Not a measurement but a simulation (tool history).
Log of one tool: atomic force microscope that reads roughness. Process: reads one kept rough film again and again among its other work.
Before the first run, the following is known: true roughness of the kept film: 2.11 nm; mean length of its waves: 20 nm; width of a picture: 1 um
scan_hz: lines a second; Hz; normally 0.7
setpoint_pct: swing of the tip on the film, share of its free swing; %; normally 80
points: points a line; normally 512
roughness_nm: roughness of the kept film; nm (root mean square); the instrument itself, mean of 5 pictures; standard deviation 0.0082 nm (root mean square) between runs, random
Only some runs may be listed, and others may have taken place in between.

run	hour	scan_hz	setpoint_pct	points	roughness_nm
1	0	0.7	80	512	1.616
2	8.5	2.773	80	512	1.458
3	15.9	2.773	80	512	1.448
4	23.9	2.773	80	512	1.432
5	31.7	2.773	80	512	1.432
6	36.6	2.773	74	512	1.459
7	42.6	0.929	83	775	1.505
8	50.1	0.7	60	266	1.511
9	54.8	0.7	60	266	1.478
10	59.6	0.7	60	266	1.469
11	67.2	0.61	75	413	1.477

5 options for the next run, each taken on its own from the tool as it stands now. Forecast them:
A	74.1	0.61	76	413	?
B	74.1	0.7	86	512	?
C	74.1	0.7	80	831	?
D	74.1	0.741	56	444	?
E	74.1	0.7	87	264	?

run	roughness_nm
A	1.458
B	1.454
C	1.454
D	1.477
E	1.404
The same runs, with their run-to-run variation unchanged, on a tool lacking any hidden condition would have given:
run	roughness_nm
A	1.777
B	1.772
C	1.773
D	1.8
E	1.711
